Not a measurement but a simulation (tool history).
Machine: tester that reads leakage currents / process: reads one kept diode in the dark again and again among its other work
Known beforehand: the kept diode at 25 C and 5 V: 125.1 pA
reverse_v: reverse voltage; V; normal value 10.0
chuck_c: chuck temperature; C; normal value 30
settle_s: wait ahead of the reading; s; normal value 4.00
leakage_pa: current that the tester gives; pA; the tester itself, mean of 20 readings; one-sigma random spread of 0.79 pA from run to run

| run | hour | reverse_v | chuck_c | settle_s | leakage_pa |
|---|---|---|---|---|---|
| 1 | 0.0 | 10.0 | 30 | 4.00 | 260.47 |
| 2 | 44.2 | 10.0 | 30 | 4.00 | 261.75 |
| 3 | 82.8 | 5.7 | 30 | 4.00 | 194.72 |
| 4 | 115.4 | 5.7 | 30 | 4.00 | 193.55 |
| 5 | 138.0 | 5.7 | 30 | 4.00 | 193.55 |
| 6 | 166.1 | 5.7 | 30 | 4.00 | 193.85 |
| 7 | 217.2 | 14.7 | 30 | 4.00 | 319.63 |
| 8 | 267.1 | 10.0 | 30 | 4.31 | 260.68 |
| 9 | 289.9 | 10.0 | 30 | 4.31 | 261.19 |
| 10 | 329.3 | 10.0 | 30 | 4.31 | 262.93 |
| 11 | 366.1 | 10.0 | 30 | 1.00 | 262.97 |
| 12 | 414.7 | 10.0 | 30 | 4.00 | 262.57 |
| 13 | 445.6 | 10.0 | 42 | 4.00 | 604.37 |
| 14 | 486.8 | 10.0 | 30 | 4.00 | 261.27 |
| 15 | 527.6 | 10.0 | 30 | 4.00 | 262.13 |
| 16 | 553.5 | 10.0 | 30 | 4.00 | 260.86 |
| 17 | 589.4 | 10.0 | 30 | 4.00 | 262.50 |
| 18 | 623.2 | 10.0 | 30 | 4.00 | 261.53 |
| 19 | 670.0 | 14.4 | 30 | 4.00 | 315.48 |
| 20 | 702.2 | 4.1 | 30 | 4.00 | 162.99 |
| 21 | 745.2 | 1.9 | 42 | 2.52 | 252.23 |
| 22 | 791.2 | 1.9 | 42 | 2.52 | 250.70 |
| 23 | 818.5 | 6.7 | 26 | 3.36 | 157.68 |
| 24 | 847.5 | 3.4 | 57 | 1.56 | 898.73 |
| 25 | 869.6 | 3.4 | 57 | 1.56 | 898.30 |
| 26 | 895.3 | 1.6 | 20 | 7.26 | 46.77 |
|  | 942.1 | chuck's temperature calibrated |
| 27 | 948.1 | 1.6 | 20 | 7.26 | 46.73 |
| 28 | 980.4 | 1.6 | 20 | 7.26 | 46.57 |
| 29 | 1017.4 | 1.3 | 31 | 6.11 | 95.80 |
| 30 | 1046.3 | 1.3 | 31 | 6.11 | 95.76 |
| 31 | 1094.3 | 1.1 | 42 | 1.59 | 188.70 |
| 32 | 1118.8 | 1.1 | 42 | 1.59 | 188.52 |
| 33 | 1169.8 | 1.1 | 42 | 1.59 | 188.71 |
| 34 | 1219.2 | 1.1 | 21 | 0.68 | 41.87 |
| 35 | 1262.7 | 4.4 | 30 | 1.40 | 170.18 |
| 36 | 1313.8 | 6.8 | 44 | 0.44 | 567.97 |
| 37 | 1347.4 | 4.1 | 26 | 4.00 | 121.56 |
| 38 | 1384.8 | 10.0 | 24 | 4.00 | 167.44 |
| 39 | 1407.1 | 10.0 | 24 | 4.00 | 167.93 |
| 40 | 1444.8 | 1.4 | 23 | 1.63 | 54.98 |

Measured result minus the same run's result without the hidden state. Both carry the same run-to-run variation, though not necessarily the same gauge scatter:
What the log doesn't record here: stray current of the dirty probe card, pA a volt; current scale over the true one, %; true chuck temperature over the reading, C; drift of the gauge itself on leakage_pa, %.
| run | leakage_pa |
|---|---|
| 1 | -0.56 |
| 2 | -0.57 |
| 3 | -0.44 |
| 4 | -0.44 |
| 5 | -0.44 |
| 6 | -0.44 |
| 7 | -0.70 |
| 8 | -0.59 |
| 9 | -0.60 |
| 10 | -0.60 |
| 11 | -0.61 |
| 12 | -0.62 |
| 13 | -1.44 |
| 14 | -0.62 |
| 15 | -0.62 |
| 16 | -0.62 |
| 17 | -0.63 |
| 18 | -0.63 |
| 19 | -0.74 |
| 20 | -0.43 |
| 21 | -0.68 |
| 22 | -0.68 |
| 23 | -0.40 |
| 24 | -2.34 |
| 25 | -2.35 |
| 26 | -0.13 |
| 27 | -0.02 |
| 28 | -0.01 |
| 29 | -0.07 |
| 30 | -0.07 |
| 31 | -0.16 |
| 32 | -0.17 |
| 33 | -0.18 |
| 34 | -0.03 |
| 35 | -0.11 |
| 36 | -0.51 |
| 37 | -0.07 |
| 38 | -0.02 |
| 39 | -0.02 |
| 40 | -0.05 |
